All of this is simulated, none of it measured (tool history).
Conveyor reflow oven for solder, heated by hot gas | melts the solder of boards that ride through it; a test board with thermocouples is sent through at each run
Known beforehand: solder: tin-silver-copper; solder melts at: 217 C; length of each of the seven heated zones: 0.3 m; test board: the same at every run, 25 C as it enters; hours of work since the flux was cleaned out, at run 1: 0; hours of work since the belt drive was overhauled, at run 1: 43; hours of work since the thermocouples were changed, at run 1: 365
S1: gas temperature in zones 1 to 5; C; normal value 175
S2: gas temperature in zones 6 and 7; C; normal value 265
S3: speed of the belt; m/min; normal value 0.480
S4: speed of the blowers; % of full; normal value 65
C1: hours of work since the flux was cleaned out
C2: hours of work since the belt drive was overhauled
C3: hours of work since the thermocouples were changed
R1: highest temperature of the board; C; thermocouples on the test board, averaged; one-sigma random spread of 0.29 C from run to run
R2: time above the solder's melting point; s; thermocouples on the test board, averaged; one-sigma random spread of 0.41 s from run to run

Run 1, hour 0.0: usual settings; C1 0; C2 43; C3 365. Result: R1 245.3 C, R2 49.5 s.
Run 2, hour 98.7: usual settings but S1 174 C; C1 47; C2 91; C3 412. Result: R1 245.1 C, R2 48.5 s.
Run 3, hour 175.9: usual settings but S1 174 C; C1 84; C2 128; C3 449. Result: R1 244.6 C, R2 48.5 s.
Run 4, hour 234.7: usual settings but S1 174 C; C1 113; C2 156; C3 477. Result: R1 244.7 C, R2 48.7 s.
Run 5, hour 307.9: usual settings but S3 0.420 m/min; C1 148; C2 191; C3 513. Result: R1 248.8 C, R2 62.0 s.
Run 6, hour 397.2: usual settings; C1 191; C2 234; C3 555. Result: R1 245.0 C, R2 48.3 s.
Run 7, hour 484.6: usual settings but S1 184 C; C1 233; C2 276; C3 597. Result: R1 247.0 C, R2 54.0 s.
Run 8, hour 549.9: usual settings but S4 70 % of full; C1 264; C2 307; C3 629. Result: R1 245.4 C, R2 51.1 s.
Run 9, hour 638.6: usual settings but S4 70 % of full; C1 306; C2 350; C3 671. Result: R1 246.0 C, R2 50.3 s.
Run 10, hour 731.0: usual settings; C1 351; C2 394; C3 716. Result: R1 243.9 C, R2 48.8 s.
At hour 744.1: flux residue cleaned out of gas plates and filters.
Run 11, hour 777.1: usual settings; C1 16; C2 414; C3 735. Result: R1 245.4 C, R2 50.4 s.
Run 12, hour 830.6: usual settings; C1 41; C2 439; C3 761. Result: R1 245.9 C, R2 49.7 s.
Run 13, hour 903.3: usual settings but S4 60 % of full; C1 76; C2 474; C3 796. Result: R1 243.6 C, R2 48.2 s.
Run 14, hour 963.3: usual settings but S4 70 % of full; C1 105; C2 503; C3 825. Result: R1 246.6 C, R2 51.9 s.
Run 15, hour 1017.4: usual settings; C1 131; C2 529; C3 851. Result: R1 245.1 C, R2 49.6 s.
Run 16, hour 1105.7: usual settings but S1 183 C, S2 264 C; C1 173; C2 571; C3 893. Result: R1 246.1 C, R2 53.8 s.
Run 17, hour 1192.8: usual settings but S1 183 C, S2 264 C, S3 0.464 m/min; C1 215; C2 613; C3 935. Result: R1 247.6 C, R2 56.9 s.

Predict the results of run 18:
Run 18, hour 1277.6: usual settings but S1 181 C, S3 0.445 m/min, S4 55 % of full; C1 256; C2 654; C3 975. Result: R1 ?, R2 ?.

R1: 245.6 C
R2: 56.6 s
Minus the tool's unlogged condition, the same run would have read R1 244.9 C, R2 55.2 s.

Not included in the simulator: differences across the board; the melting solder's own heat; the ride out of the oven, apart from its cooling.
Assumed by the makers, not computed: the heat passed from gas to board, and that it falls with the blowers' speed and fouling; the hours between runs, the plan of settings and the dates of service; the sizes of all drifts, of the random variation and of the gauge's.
